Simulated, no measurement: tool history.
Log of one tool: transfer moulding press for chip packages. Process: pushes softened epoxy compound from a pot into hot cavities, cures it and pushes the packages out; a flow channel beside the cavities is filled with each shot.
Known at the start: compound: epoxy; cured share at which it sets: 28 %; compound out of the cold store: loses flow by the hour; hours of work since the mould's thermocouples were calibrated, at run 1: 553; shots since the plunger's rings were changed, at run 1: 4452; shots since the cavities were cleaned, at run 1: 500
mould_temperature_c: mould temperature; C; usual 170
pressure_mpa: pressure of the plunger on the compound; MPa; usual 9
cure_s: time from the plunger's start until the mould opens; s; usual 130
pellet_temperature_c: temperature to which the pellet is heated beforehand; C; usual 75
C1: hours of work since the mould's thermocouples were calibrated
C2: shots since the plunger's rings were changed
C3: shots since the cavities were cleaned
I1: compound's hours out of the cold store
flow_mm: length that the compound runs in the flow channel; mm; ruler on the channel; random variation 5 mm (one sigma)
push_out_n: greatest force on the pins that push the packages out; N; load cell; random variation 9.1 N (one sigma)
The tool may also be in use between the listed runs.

{"run": 1, "hour": 0.0, "mould_temperature_c": 170, "pressure_mpa": 9, "cure_s": 130, "pellet_temperature_c": 75, "C1": 553, "C2": 4452, "C3": 500, "I1": 8.7, "flow_mm": 730, "push_out_n": 875}
{"hour": 33.5, "done": "cavities cleaned with cleaning compound and waxed"}
{"run": 2, "hour": 36.1, "mould_temperature_c": 170, "pressure_mpa": 9, "cure_s": 130, "pellet_temperature_c": 75, "C1": 579, "C2": 4818, "C3": 27, "I1": 30.7, "flow_mm": 668, "push_out_n": 471}
{"run": 3, "hour": 83.9, "mould_temperature_c": 170, "pressure_mpa": 9, "cure_s": 130, "pellet_temperature_c": 75, "C1": 614, "C2": 5323, "C3": 532, "I1": 40.2, "flow_mm": 648, "push_out_n": 826}
{"hour": 117.9, "done": "cavities cleaned with cleaning compound and waxed"}
{"run": 4, "hour": 134.7, "mould_temperature_c": 170, "pressure_mpa": 9, "cure_s": 130, "pellet_temperature_c": 75, "C1": 652, "C2": 5846, "C3": 179, "I1": 30, "flow_mm": 655, "push_out_n": 634}
{"hour": 169.6, "done": "plunger's sealing rings changed"}
{"run": 5, "hour": 186.9, "mould_temperature_c": 163, "pressure_mpa": 9, "cure_s": 130, "pellet_temperature_c": 75, "C1": 689, "C2": 183, "C3": 703, "I1": 13.6, "flow_mm": 771, "push_out_n": 1387}
{"hour": 204.4, "done": "cavities cleaned with cleaning compound and waxed"}
{"run": 6, "hour": 241.4, "mould_temperature_c": 163, "pressure_mpa": 9, "cure_s": 130, "pellet_temperature_c": 75, "C1": 729, "C2": 744, "C3": 391, "I1": 29.7, "flow_mm": 715, "push_out_n": 1164}
{"run": 7, "hour": 281.2, "mould_temperature_c": 163, "pressure_mpa": 9, "cure_s": 130, "pellet_temperature_c": 75, "C1": 758, "C2": 1165, "C3": 812, "I1": 17.2, "flow_mm": 754, "push_out_n": 1412}
{"hour": 288.1, "done": "mould's thermocouples calibrated"}
{"hour": 289.6, "done": "cavities cleaned with cleaning compound and waxed"}
{"run": 8, "hour": 322.5, "mould_temperature_c": 170, "pressure_mpa": 9, "cure_s": 130, "pellet_temperature_c": 75, "C1": 25, "C2": 1565, "C3": 348, "I1": 37.9, "flow_mm": 676, "push_out_n": 694}
{"run": 9, "hour": 356.0, "mould_temperature_c": 170, "pressure_mpa": 9, "cure_s": 130, "pellet_temperature_c": 75, "C1": 50, "C2": 1919, "C3": 702, "I1": 21.5, "flow_mm": 709, "push_out_n": 780}
{"hour": 371.2, "done": "cavities cleaned with cleaning compound and waxed"}
{"run": 10, "hour": 395.9, "mould_temperature_c": 170, "pressure_mpa": 9, "cure_s": 130, "pellet_temperature_c": 75, "C1": 79, "C2": 2325, "C3": 261, "I1": 19.3, "flow_mm": 709, "push_out_n": 635}
{"run": 11, "hour": 445.2, "mould_temperature_c": 170, "pressure_mpa": 9, "cure_s": 130, "pellet_temperature_c": 75, "C1": 116, "C2": 2847, "C3": 783, "I1": 16.2, "flow_mm": 720, "push_out_n": 830}
{"hour": 453.5, "done": "cavities cleaned with cleaning compound and waxed"}
{"run": 12, "hour": 480.4, "mould_temperature_c": 170, "pressure_mpa": 9, "cure_s": 130, "pellet_temperature_c": 81, "C1": 141, "C2": 3203, "C3": 285, "I1": 36.6, "flow_mm": 659, "push_out_n": 655}
{"run": 13, "hour": 518.7, "mould_temperature_c": 170, "pressure_mpa": 9, "cure_s": 152, "pellet_temperature_c": 75, "C1": 170, "C2": 3608, "C3": 690, "I1": 14.9, "flow_mm": 714, "push_out_n": 718}
{"hour": 536.7, "done": "cavities cleaned with cleaning compound and waxed"}
{"run": 14, "hour": 546.6, "mould_temperature_c": 166, "pressure_mpa": 7.54, "cure_s": 142, "pellet_temperature_c": 68, "C1": 190, "C2": 3887, "C3": 105, "I1": 14.7, "flow_mm": 672, "push_out_n": 545}
{"run": 15, "hour": 587.7, "mould_temperature_c": 165, "pressure_mpa": 9, "cure_s": 127, "pellet_temperature_c": 75, "C1": 220, "C2": 4321, "C3": 539, "I1": 35.7, "flow_mm": 664, "push_out_n": 985}
{"hour": 617.2, "done": "cavities cleaned with cleaning compound and waxed"}
{"run": 16, "hour": 624.0, "mould_temperature_c": 174, "pressure_mpa": 8.14, "cure_s": 130, "pellet_temperature_c": 75, "C1": 247, "C2": 4690, "C3": 72, "I1": 39.4, "flow_mm": 604, "push_out_n": 442}
{"run": 17, "hour": 676.0, "mould_temperature_c": 174, "pressure_mpa": 8.14, "cure_s": 130, "pellet_temperature_c": 75, "C1": 286, "C2": 5240, "C3": 622, "I1": 33.2, "flow_mm": 615, "push_out_n": 714}
{"hour": 701.5, "done": "cavities cleaned with cleaning compound and waxed"}
{"run": 18, "hour": 724.7, "mould_temperature_c": 174, "pressure_mpa": 8.14, "cure_s": 129, "pellet_temperature_c": 82, "C1": 321, "C2": 5739, "C3": 246, "I1": 24, "flow_mm": 638, "push_out_n": 601}
{"hour": 766.6, "done": "plunger's sealing rings changed"}
{"run": 19, "hour": 778.1, "mould_temperature_c": 174, "pressure_mpa": 8.14, "cure_s": 129, "pellet_temperature_c": 82, "C1": 359, "C2": 123, "C3": 785, "I1": 19.8, "flow_mm": 694, "push_out_n": 748}
{"hour": 784.3, "done": "cavities cleaned with cleaning compound and waxed"}
{"run": 20, "hour": 834.1, "mould_temperature_c": 174, "pressure_mpa": 8.14, "cure_s": 129, "pellet_temperature_c": 82, "C1": 400, "C2": 698, "C3": 526, "I1": 8.3, "flow_mm": 714, "push_out_n": 711}
{"hour": 866.0, "done": "cavities cleaned with cleaning compound and waxed"}
{"run": 21, "hour": 866.4, "mould_temperature_c": 170, "pressure_mpa": 8.59, "cure_s": 136, "pellet_temperature_c": 79, "C1": 423, "C2": 1024, "C3": 4, "I1": 33.6, "flow_mm": 673, "push_out_n": 400}
{"run": 22, "hour": 893.7, "mould_temperature_c": 174, "pressure_mpa": 8.66, "cure_s": 136, "pellet_temperature_c": 79, "C1": 444, "C2": 1312, "C3": 292, "I1": 15.2, "flow_mm": 725, "push_out_n": 613}
{"run": 23, "hour": 915.6, "mould_temperature_c": 174, "pressure_mpa": 8.66, "cure_s": 136, "pellet_temperature_c": 79, "C1": 460, "C2": 1545, "C3": 525, "I1": 9.2, "flow_mm": 744, "push_out_n": 696}
{"run": 24, "hour": 938.4, "mould_temperature_c": 174, "pressure_mpa": 7.89, "cure_s": 152, "pellet_temperature_c": 70, "C1": 477, "C2": 1785, "C3": 765, "I1": 20.8, "flow_mm": 661, "push_out_n": 730}

Forecast each of these 5 alternatives for the next run:
{"hour": 948.4, "done": "cavities cleaned with cleaning compound and waxed"}
{"run": "A", "hour": 974.9, "mould_temperature_c": 170, "pressure_mpa": 9, "cure_s": 126, "pellet_temperature_c": 75, "C1": 504, "C2": 2155, "C3": 279, "I1": 13.2, "flow_mm": "?", "push_out_n": "?"}
{"hour": 948.4, "done": "cavities cleaned with cleaning compound and waxed"}
{"run": "B", "hour": 974.9, "mould_temperature_c": 173, "pressure_mpa": 7.89, "cure_s": 152, "pellet_temperature_c": 85, "C1": 504, "C2": 2155, "C3": 279, "I1": 37.2, "flow_mm": "?", "push_out_n": "?"}
{"hour": 948.4, "done": "cavities cleaned with cleaning compound and waxed"}
{"run": "C", "hour": 974.9, "mould_temperature_c": 170, "pressure_mpa": 8.26, "cure_s": 130, "pellet_temperature_c": 75, "C1": 504, "C2": 2155, "C3": 279, "I1": 23.9, "flow_mm": "?", "push_out_n": "?"}
{"hour": 948.4, "done": "cavities cleaned with cleaning compound and waxed"}
{"run": "D", "hour": 974.9, "mould_temperature_c": 170, "pressure_mpa": 9, "cure_s": 128, "pellet_temperature_c": 73, "C1": 504, "C2": 2155, "C3": 279, "I1": 23.2, "flow_mm": "?", "push_out_n": "?"}
{"hour": 948.4, "done": "cavities cleaned with cleaning compound and waxed"}
{"run": "E", "hour": 974.9, "mould_temperature_c": 164, "pressure_mpa": 6.8, "cure_s": 129, "pellet_temperature_c": 75, "C1": 504, "C2": 2155, "C3": 279, "I1": 37.2, "flow_mm": "?", "push_out_n": "?"}

run=A flow_mm=739 push_out_n=694
run=B flow_mm=620 push_out_n=570
run=C flow_mm=675 push_out_n=668
run=D flow_mm=719 push_out_n=674
run=E flow_mm=595 push_out_n=932
Without the tool's hidden state the same runs would have given:
run=A flow_mm=756 push_out_n=414
run=B flow_mm=635 push_out_n=354
run=C flow_mm=690 push_out_n=403
run=D flow_mm=735 push_out_n=404
run=E flow_mm=608 push_out_n=548
